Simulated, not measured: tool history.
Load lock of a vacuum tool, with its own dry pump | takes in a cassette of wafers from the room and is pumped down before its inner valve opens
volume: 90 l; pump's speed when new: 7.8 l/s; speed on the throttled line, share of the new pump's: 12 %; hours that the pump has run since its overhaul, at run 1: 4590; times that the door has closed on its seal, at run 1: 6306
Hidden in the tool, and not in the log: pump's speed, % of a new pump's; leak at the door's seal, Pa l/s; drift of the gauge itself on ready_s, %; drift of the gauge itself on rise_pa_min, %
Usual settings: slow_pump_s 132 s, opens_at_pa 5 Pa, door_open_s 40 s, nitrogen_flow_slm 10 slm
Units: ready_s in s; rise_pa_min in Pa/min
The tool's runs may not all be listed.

| run | hour | slow_pump_s | opens_at_pa | door_open_s | nitrogen_flow_slm | hours that the pump has run since its overhaul | times that the door has closed on its seal | incoming humidity of the room's air, % | ready_s | rise_pa_min |
|---|---|---|---|---|---|---|---|---|---|---|
| 1 | 0.0 | 132 | 5 | 40 | 10 | 4590 | 6306 | 43.5 | 237.8 | 0.019 |
| 2 | 198.0 | 140 | 5 | 40 | 10 | 4788 | 6958 | 46.6 | 246.1 | 0.022 |
| 3 | 412.5 | 132 | 5 | 40 | 10 | 5002 | 7664 | 43.9 | 239.0 | 0.026 |
| 4 | 645.9 | 132 | 5 | 40 | 10 | 5236 | 8432 | 51.9 | 239.4 | 0.023 |
| 5 | 828.7 | 132 | 5 | 40 | 10 | 5419 | 9034 | 42.0 | 235.9 | 0.028 |
| 6 | 996.0 | 132 | 5 | 40 | 10 | 5586 | 9585 | 47.0 | 236.9 | 0.026 |
| 7 | 1223.4 | 132 | 5 | 40 | 10 | 5813 | 10333 | 42.2 | 237.1 | 0.031 |
| 8 | 1332.8 | 132 | 5 | 40 | 10 | 5923 | 10693 | 43.8 | 238.9 | 0.025 |
| 9 | 1530.3 | 132 | 5 | 40 | 10 | 6120 | 11344 | 44.1 | 238.6 | 0.034 |
| 10 | 1682.6 | 132 | 5 | 40 | 10 | 6272 | 11845 | 44.2 | 240.2 | 0.029 |
| 11 | 1817.5 | 132 | 5 | 40 | 10 | 6407 | 12289 | 46.2 | 240.2 | 0.029 |
| 12 | 1992.5 | 132 | 8 | 40 | 10 | 6582 | 12865 | 44.6 | 233.5 | 0.037 |
| 13 | 2129.8 | 132 | 8 | 40 | 10 | 6720 | 13317 | 48.0 | 232.6 | 0.036 |
| 14 | 2296.4 | 132 | 8 | 40 | 10 | 6886 | 13865 | 49.0 | 234.6 | 0.037 |
| 15 | 2484.2 | 123 | 5 | 40 | 5 | 7074 | 14483 | 44.6 | 233.6 | 0.046 |
| 16 | 2636.3 | 73 | 5 | 76 | 5 | 7226 | 14984 | 47.8 | 190.7 | 0.047 |
| 17 | 2869.3 | 73 | 9 | 76 | 5 | 7459 | 15751 | 46.2 | 180.5 | 0.054 |
| 18 | 3072.9 | 73 | 9 | 76 | 5 | 7663 | 16421 | 45.7 | 181.2 | 0.054 |
| 19 | 3249.2 | 73 | 9 | 76 | 5 | 7839 | 17002 | 45.8 | 181.4 | 0.056 |
| 20 | 3502.2 | 80 | 9 | 126 | 5 | 8092 | 17834 | 43.5 | 187.4 | 0.073 |
| 21 | 3727.3 | 80 | 9 | 126 | 5 | 8317 | 18575 | 42.3 | 188.7 | 0.068 |
| 22 | 3973.3 | 80 | 9 | 89 | 25 | 8563 | 19385 | 45.5 | 191.3 | 0.053 |
| 23 | 4134.5 | 80 | 9 | 89 | 25 | 8724 | 19916 | 44.5 | 188.6 | 0.055 |

Forecast run 24:
| 24 | 4263.3 | 80 | 9 | 89 | 25 | 8853 | 20340 | 44.6 | ? | ? |

ready_s: 187.7 s
rise_pa_min: 0.057 Pa/min
Without the tool's hidden state the same run would have given ready_s 178.0 s, rise_pa_min 0.010 Pa/min.
